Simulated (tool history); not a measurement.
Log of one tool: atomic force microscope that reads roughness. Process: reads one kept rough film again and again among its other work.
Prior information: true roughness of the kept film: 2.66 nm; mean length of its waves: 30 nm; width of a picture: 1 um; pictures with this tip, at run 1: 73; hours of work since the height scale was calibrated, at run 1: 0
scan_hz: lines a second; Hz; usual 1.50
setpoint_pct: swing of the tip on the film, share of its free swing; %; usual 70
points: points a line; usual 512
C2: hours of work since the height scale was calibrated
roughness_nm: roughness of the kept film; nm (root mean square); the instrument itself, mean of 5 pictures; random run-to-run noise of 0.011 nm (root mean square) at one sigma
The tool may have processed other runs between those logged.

run 1 hour=0.0 | scan_hz=1.50 setpoint_pct=70 points=512 | pictures_with_this_tip=73 C2=0 | roughness_nm=2.321
run 2 hour=5.3 | scan_hz=1.50 setpoint_pct=70 points=512 | pictures_with_this_tip=79 C2=4 | roughness_nm=2.287
run 3 hour=16.2 | scan_hz=1.50 setpoint_pct=70 points=512 | pictures_with_this_tip=90 C2=11 | roughness_nm=2.274
run 4 hour=23.5 | scan_hz=1.50 setpoint_pct=70 points=512 | pictures_with_this_tip=97 C2=15 | roughness_nm=2.253
run 5 hour=34.7 | scan_hz=1.50 setpoint_pct=70 points=512 | pictures_with_this_tip=109 C2=22 | roughness_nm=2.250
run 6 hour=44.9 | scan_hz=2.50 setpoint_pct=70 points=512 | pictures_with_this_tip=119 C2=29 | roughness_nm=2.182
run 7 hour=52.3 | scan_hz=2.50 setpoint_pct=70 points=512 | pictures_with_this_tip=127 C2=33 | roughness_nm=2.205
run 8 hour=58.9 | scan_hz=0.63 setpoint_pct=70 points=512 | pictures_with_this_tip=133 C2=38 | roughness_nm=2.238
run 9 hour=69.5 | scan_hz=0.63 setpoint_pct=70 points=512 | pictures_with_this_tip=144 C2=44 | roughness_nm=2.240
run 10 hour=79.2 | scan_hz=0.63 setpoint_pct=70 points=512 | pictures_with_this_tip=154 C2=50 | roughness_nm=2.221
run 11 hour=86.3 | scan_hz=0.63 setpoint_pct=70 points=740 | pictures_with_this_tip=161 C2=55 | roughness_nm=2.214
-- hour=89.6 new tip fitted
run 12 hour=94.9 | scan_hz=1.50 setpoint_pct=67 points=512 | pictures_with_this_tip=6 C2=60 | roughness_nm=2.422
run 13 hour=105.3 | scan_hz=1.50 setpoint_pct=70 points=512 | pictures_with_this_tip=16 C2=67 | roughness_nm=2.410
run 14 hour=113.6 | scan_hz=0.62 setpoint_pct=70 points=512 | pictures_with_this_tip=25 C2=72 | roughness_nm=2.442
run 15 hour=125.0 | scan_hz=0.62 setpoint_pct=70 points=512 | pictures_with_this_tip=36 C2=79 | roughness_nm=2.423
run 16 hour=135.3 | scan_hz=0.62 setpoint_pct=70 points=512 | pictures_with_this_tip=47 C2=86 | roughness_nm=2.395
run 17 hour=147.6 | scan_hz=0.62 setpoint_pct=70 points=512 | pictures_with_this_tip=60 C2=94 | roughness_nm=2.385
run 18 hour=158.3 | scan_hz=0.62 setpoint_pct=70 points=512 | pictures_with_this_tip=70 C2=100 | roughness_nm=2.376
run 19 hour=167.2 | scan_hz=0.62 setpoint_pct=70 points=512 | pictures_with_this_tip=80 C2=106 | roughness_nm=2.349
run 20 hour=172.4 | scan_hz=0.62 setpoint_pct=70 points=512 | pictures_with_this_tip=85 C2=109 | roughness_nm=2.336
run 21 hour=179.4 | scan_hz=1.54 setpoint_pct=70 points=512 | pictures_with_this_tip=92 C2=114 | roughness_nm=2.301
run 22 hour=190.6 | scan_hz=1.54 setpoint_pct=70 points=512 | pictures_with_this_tip=103 C2=121 | roughness_nm=2.281
run 23 hour=200.4 | scan_hz=1.54 setpoint_pct=66 points=438 | pictures_with_this_tip=113 C2=127 | roughness_nm=2.282
run 24 hour=207.8 | scan_hz=0.65 setpoint_pct=67 points=1014 | pictures_with_this_tip=121 C2=132 | roughness_nm=2.307
run 25 hour=213.1 | scan_hz=0.68 setpoint_pct=77 points=756 | pictures_with_this_tip=126 C2=135 | roughness_nm=2.279

For run 26, what comes out?
run 26 hour=219.7 | scan_hz=0.68 setpoint_pct=77 points=821 | pictures_with_this_tip=133 C2=139 | roughness_nm=?

{"run 26": {"roughness_nm": 2.277}}
Had the tool carried no hidden state, the very same run would have given roughness_nm 2.473 nm (root mean square).

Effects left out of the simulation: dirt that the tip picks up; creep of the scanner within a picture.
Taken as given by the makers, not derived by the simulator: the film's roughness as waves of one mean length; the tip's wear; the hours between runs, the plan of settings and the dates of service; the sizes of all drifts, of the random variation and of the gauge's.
